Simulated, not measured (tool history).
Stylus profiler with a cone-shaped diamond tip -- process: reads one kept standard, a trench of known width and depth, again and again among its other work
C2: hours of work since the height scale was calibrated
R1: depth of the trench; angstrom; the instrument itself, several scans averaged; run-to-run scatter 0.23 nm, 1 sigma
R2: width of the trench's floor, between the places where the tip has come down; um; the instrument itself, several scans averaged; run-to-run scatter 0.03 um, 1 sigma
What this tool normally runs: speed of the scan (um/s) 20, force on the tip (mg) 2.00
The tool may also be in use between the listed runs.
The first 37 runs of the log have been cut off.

run 38 day=30.096 | speed_of_the_scan_(um/s)=10 force_on_the_tip_(mg)=2.66 | scans_with_this_tip=4219 C2=86 | R1=10184.7 R2=46.08
run 39 day=31.083 | speed_of_the_scan_(um/s)=19 force_on_the_tip_(mg)=0.99 | scans_with_this_tip=4346 C2=96 | R1=10092.7 R2=45.81
run 40 day=32.062 | speed_of_the_scan_(um/s)=19 force_on_the_tip_(mg)=0.99 | scans_with_this_tip=4472 C2=105 | R1=10091.7 R2=45.82
run 41 day=33.071 | speed_of_the_scan_(um/s)=62 force_on_the_tip_(mg)=5.38 | scans_with_this_tip=4603 C2=115 | R1=10292.7 R2=45.75
run 42 day=33.675 | speed_of_the_scan_(um/s)=62 force_on_the_tip_(mg)=5.18 | scans_with_this_tip=4681 C2=121 | R1=10285.2 R2=45.77
run 43 day=34.175 | speed_of_the_scan_(um/s)=26 force_on_the_tip_(mg)=5.64 | scans_with_this_tip=4745 C2=126 | R1=10304.7 R2=45.88
run 44 day=35.250 | speed_of_the_scan_(um/s)=26 force_on_the_tip_(mg)=5.64 | scans_with_this_tip=4884 C2=137 | R1=10299.6 R2=45.92
run 45 day=36.275 | speed_of_the_scan_(um/s)=34 force_on_the_tip_(mg)=2.00 | scans_with_this_tip=5016 C2=147 | R1=10150.5 R2=45.77
run 46 day=36.879 | speed_of_the_scan_(um/s)=34 force_on_the_tip_(mg)=2.00 | scans_with_this_tip=5094 C2=153 | R1=10146.9 R2=45.75

Each row is a separate what-if for the run after 46, all from the same tool condition, not one after another. Results?
run A day=37.646 | speed_of_the_scan_(um/s)=20 force_on_the_tip_(mg)=1.39 | scans_with_this_tip=5193 C2=161 | R1=? R2=?
run B day=37.646 | speed_of_the_scan_(um/s)=74 force_on_the_tip_(mg)=0.81 | scans_with_this_tip=5193 C2=161 | R1=? R2=?
run C day=37.646 | speed_of_the_scan_(um/s)=63 force_on_the_tip_(mg)=2.59 | scans_with_this_tip=5193 C2=161 | R1=? R2=?

run=A R1=10116.8 R2=45.76
run=B R1=10078.6 R2=45.24
run=C R1=10174.8 R2=45.59
Take away the tool's hidden state, keep each run's random variation, and the runs would have read:
run=A R1=10120.8 R2=46.36
run=B R1=10082.6 R2=45.84
run=C R1=10178.8 R2=46.19
